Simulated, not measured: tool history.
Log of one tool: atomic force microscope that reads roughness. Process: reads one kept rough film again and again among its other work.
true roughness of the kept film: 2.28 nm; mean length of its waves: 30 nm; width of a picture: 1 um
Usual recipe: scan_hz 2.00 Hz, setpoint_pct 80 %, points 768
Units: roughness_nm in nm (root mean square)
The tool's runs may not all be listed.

run 1 day=0.000 | scan_hz=2.00 setpoint_pct=80 points=768 | roughness_nm=1.781
-- day=0.746 new tip fitted
run 2 day=1.667 | scan_hz=2.00 setpoint_pct=80 points=768 | roughness_nm=1.856
run 3 day=2.862 | scan_hz=2.00 setpoint_pct=79 points=768 | roughness_nm=1.816
run 4 day=4.258 | scan_hz=2.00 setpoint_pct=67 points=768 | roughness_nm=1.915
-- day=5.575 new tip fitted
run 5 day=6.238 | scan_hz=2.00 setpoint_pct=67 points=768 | roughness_nm=1.989
run 6 day=8.112 | scan_hz=2.00 setpoint_pct=80 points=513 | roughness_nm=1.812
run 7 day=9.967 | scan_hz=2.00 setpoint_pct=80 points=513 | roughness_nm=1.752
-- day=10.392 new tip fitted
run 8 day=11.621 | scan_hz=2.00 setpoint_pct=80 points=513 | roughness_nm=1.825
run 9 day=13.204 | scan_hz=2.00 setpoint_pct=80 points=513 | roughness_nm=1.805
run 10 day=14.242 | scan_hz=2.00 setpoint_pct=80 points=768 | roughness_nm=1.790
run 11 day=15.050 | scan_hz=3.42 setpoint_pct=80 points=768 | roughness_nm=1.616
-- day=15.183 new tip fitted
run 12 day=16.050 | scan_hz=3.42 setpoint_pct=80 points=768 | roughness_nm=1.688
run 13 day=16.942 | scan_hz=3.42 setpoint_pct=80 points=768 | roughness_nm=1.688
run 14 day=18.408 | scan_hz=3.42 setpoint_pct=80 points=768 | roughness_nm=1.650
run 15 day=19.658 | scan_hz=3.42 setpoint_pct=70 points=768 | roughness_nm=1.772
-- day=20.017 new tip fitted
run 16 day=20.525 | scan_hz=2.00 setpoint_pct=82 points=768 | roughness_nm=1.833
run 17 day=21.858 | scan_hz=2.00 setpoint_pct=80 points=768 | roughness_nm=1.816
run 18 day=23.442 | scan_hz=2.00 setpoint_pct=80 points=768 | roughness_nm=1.781
run 19 day=24.604 | scan_hz=2.37 setpoint_pct=80 points=768 | roughness_nm=1.713
-- day=24.833 new tip fitted
run 20 day=26.292 | scan_hz=2.00 setpoint_pct=80 points=768 | roughness_nm=1.843
run 21 day=27.717 | scan_hz=2.00 setpoint_pct=80 points=768 | roughness_nm=1.804
-- day=29.600 new tip fitted
run 22 day=29.642 | scan_hz=2.00 setpoint_pct=80 points=768 | roughness_nm=1.859
run 23 day=31.321 | scan_hz=2.00 setpoint_pct=80 points=363 | roughness_nm=1.815
run 24 day=32.379 | scan_hz=2.00 setpoint_pct=80 points=363 | roughness_nm=1.795
-- day=34.404 new tip fitted
run 25 day=34.404 | scan_hz=2.00 setpoint_pct=80 points=363 | roughness_nm=1.871
run 26 day=36.046 | scan_hz=2.00 setpoint_pct=80 points=363 | roughness_nm=1.820
run 27 day=37.288 | scan_hz=2.00 setpoint_pct=80 points=718 | roughness_nm=1.790
run 28 day=39.029 | scan_hz=3.35 setpoint_pct=62 points=864 | roughness_nm=1.834
-- day=39.288 new tip fitted
run 29 day=41.000 | scan_hz=2.00 setpoint_pct=56 points=886 | roughness_nm=2.010
run 30 day=42.254 | scan_hz=2.00 setpoint_pct=56 points=886 | roughness_nm=1.998
run 31 day=43.800 | scan_hz=0.60 setpoint_pct=56 points=573 | roughness_nm=1.989
-- day=44.112 new tip fitted
run 32 day=45.583 | scan_hz=0.60 setpoint_pct=56 points=573 | roughness_nm=2.067
run 33 day=47.446 | scan_hz=1.58 setpoint_pct=71 points=515 | roughness_nm=1.883
run 34 day=48.583 | scan_hz=1.58 setpoint_pct=71 points=515 | roughness_nm=1.866
-- day=48.983 new tip fitted
run 35 day=50.396 | scan_hz=1.79 setpoint_pct=64 points=535 | roughness_nm=1.972
run 36 day=51.333 | scan_hz=0.62 setpoint_pct=64 points=535 | roughness_nm=2.034
run 37 day=52.296 | scan_hz=0.62 setpoint_pct=63 points=474 | roughness_nm=1.988
run 38 day=53.562 | scan_hz=0.62 setpoint_pct=63 points=474 | roughness_nm=1.956
-- day=53.746 new tip fitted
run 39 day=55.162 | scan_hz=0.62 setpoint_pct=63 points=474 | roughness_nm=2.050
run 40 day=56.171 | scan_hz=3.92 setpoint_pct=71 points=438 | roughness_nm=1.743
run 41 day=57.358 | scan_hz=3.92 setpoint_pct=71 points=438 | roughness_nm=1.729
-- day=58.588 new tip fitted
run 42 day=59.204 | scan_hz=1.40 setpoint_pct=56 points=455 | roughness_nm=2.049
run 43 day=60.804 | scan_hz=0.83 setpoint_pct=59 points=997 | roughness_nm=2.024
run 44 day=61.725 | scan_hz=2.29 setpoint_pct=80 points=286 | roughness_nm=1.724
run 45 day=63.175 | scan_hz=0.60 setpoint_pct=68 points=495 | roughness_nm=1.944
-- day=63.338 new tip fitted
run 46 day=64.771 | scan_hz=0.90 setpoint_pct=90 points=768 | roughness_nm=1.894
run 47 day=65.596 | scan_hz=0.80 setpoint_pct=64 points=445 | roughness_nm=2.013
run 48 day=66.442 | scan_hz=0.80 setpoint_pct=64 points=445 | roughness_nm=1.994
run 49 day=67.333 | scan_hz=0.80 setpoint_pct=64 points=445 | roughness_nm=1.966
-- day=68.200 new tip fitted
run 50 day=68.392 | scan_hz=0.80 setpoint_pct=64 points=445 | roughness_nm=2.071
run 51 day=69.700 | scan_hz=2.00 setpoint_pct=82 points=308 | roughness_nm=1.773

Here are 5 independent what-if runs from the current tool condition. What would each one return?
run A day=71.462 | scan_hz=2.15 setpoint_pct=63 points=518 | roughness_nm=?
run B day=71.462 | scan_hz=1.69 setpoint_pct=87 points=492 | roughness_nm=?
run C day=71.462 | scan_hz=2.00 setpoint_pct=79 points=461 | roughness_nm=?
run D day=71.462 | scan_hz=0.94 setpoint_pct=80 points=691 | roughness_nm=?
run E day=71.462 | scan_hz=2.12 setpoint_pct=82 points=273 | roughness_nm=?

run=A roughness_nm=1.911
run=B roughness_nm=1.751
run=C roughness_nm=1.804
run=D roughness_nm=1.922
run=E roughness_nm=1.729
What these runs would have given with no unlogged condition in the tool:
run=A roughness_nm=2.026
run=B roughness_nm=1.856
run=C roughness_nm=1.912
run=D roughness_nm=2.037
run=E roughness_nm=1.833

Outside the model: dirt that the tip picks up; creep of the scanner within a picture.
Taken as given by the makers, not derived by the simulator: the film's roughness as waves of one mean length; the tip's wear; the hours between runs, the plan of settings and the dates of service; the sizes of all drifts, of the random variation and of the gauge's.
